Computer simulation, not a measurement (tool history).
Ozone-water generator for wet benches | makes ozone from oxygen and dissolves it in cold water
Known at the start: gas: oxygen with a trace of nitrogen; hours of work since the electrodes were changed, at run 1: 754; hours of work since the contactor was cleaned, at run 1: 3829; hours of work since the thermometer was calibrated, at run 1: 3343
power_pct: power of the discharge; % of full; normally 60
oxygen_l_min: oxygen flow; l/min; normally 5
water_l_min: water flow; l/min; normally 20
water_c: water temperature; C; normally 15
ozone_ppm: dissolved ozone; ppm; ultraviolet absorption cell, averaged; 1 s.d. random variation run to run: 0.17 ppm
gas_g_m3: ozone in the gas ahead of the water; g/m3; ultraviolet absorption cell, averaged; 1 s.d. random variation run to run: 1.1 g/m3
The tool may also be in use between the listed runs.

run	hour	power_pct	oxygen_l_min	water_l_min	water_c	hours of work since the electrodes were changed	hours of work since the contactor was cleaned	hours of work since the thermometer was calibrated	ozone_ppm	gas_g_m3
1	0	60	5	20	15	754	3829	3343	22	190.5
2	49.4	60	5	20	15	803	3878	3392	21.6	192.8
3	118.2	60	5	20	8	870	3946	3459	24	188.1
4	177.4	60	5	20	8	929	4004	3518	23.6	190.3
5	267.2	71	5	20	15	1017	4093	3606	24.2	213.4
6	333.3	71	5	20	15	1083	4158	3672	24.2	215.2
7	371.9	71	5	20	15	1121	4196	3710	24.6	210.7
8	449.3	71	2.51	20	15	1197	4272	3786	21	293.8
9	489.9	71	6.13	20	15	1237	4312	3826	24.7	192.8
10	551.6	61	5	20	15	1298	4373	3887	21.4	190.7
11	612.6	60	5	20	15	1358	4433	3947	21.6	187.5
12	675.7	60	5	20	15	1420	4495	4009	21.6	188.7
13	768.7	60	5	20	15	1512	4587	4101	21.3	188.8
14	827.7	60	5	20	15	1570	4645	4159	21.3	185.9
15	913.1	60	5	20	15	1654	4729	4243	21.3	187.3
16	991.2	60	5	20	15	1731	4806	4320	21.4	187.3
17	1034	51	5	28	9	1773	4849	4362	15.6	166
18	1092.5	50	3.79	24	9	1831	4906	4420	16.6	188.6
19	1178.4	50	3.79	24	9	1916	4991	4505	16.5	187.2
20	1222.2	50	3.79	24	9	1959	5034	4548	16.2	188.2
21	1310.6	50	3.91	22	9	2046	5121	4635	18	183.1
# hour 1318.6: water thermometer calibrated
22	1351.2	77	3.56	24	17	2086	5161	32	20.3	261.5
23	1434.2	66	4.32	19	15	2167	5243	114	23.2	214.2
24	1527.7	61	3.5	17	13	2259	5335	206	23.6	221.8
25	1612.9	59	5	20	19	2343	5419	290	19.8	183.6
26	1697.6	59	5	20	19	2427	5502	374	19.8	184.8
27	1769.3	54	4.24	21	9	2498	5573	444	19.7	187.8
# hour 1804: water thermometer calibrated, once more
28	1844.5	60	6.48	13	15	2571	5647	40	27.9	164.8
29	1884.2	98	5	20	9	2610	5686	79	32	259.2

Difference, measured minus no-hidden-state, one row per run. Run-to-run variation is common to both terms; the gauge's own scatter need not be:
What the log doesn't record here: yield of the discharge, % of new electrodes'; contactor's efficiency, % of a clean one's; true water temperature over the reading, C; drift of the gauge itself on ozone_ppm, %; drift of the gauge itself on gas_g_m3, %.
run	ozone_ppm	gas_g_m3
1	-1.1	-3
2	-1.1	-3.1
3	-1.2	-3.2
4	-1.3	-3.4
5	-1.4	-4.6
6	-1.4	-4.8
7	-1.5	-4.8
8	-1.3	-7.1
9	-1.5	-4.8
10	-1.4	-4.3
11	-1.4	-4.3
12	-1.3	-4.6
13	-1.4	-4.7
14	-1.4	-4.9
15	-1.5	-5
16	-1.5	-5.3
17	-1.1	-4.1
18	-1.1	-4.7
19	-1.1	-4.8
20	-1.1	-5
21	-1.3	-5.1
22	-1.8	-10.3
23	-1.9	-7.8
24	-1.9	-7.9
25	-1.7	-6.6
26	-1.8	-6.8
27	-1.7	-6.4
28	-2.1	-6.4
29	-3.3	-14.4
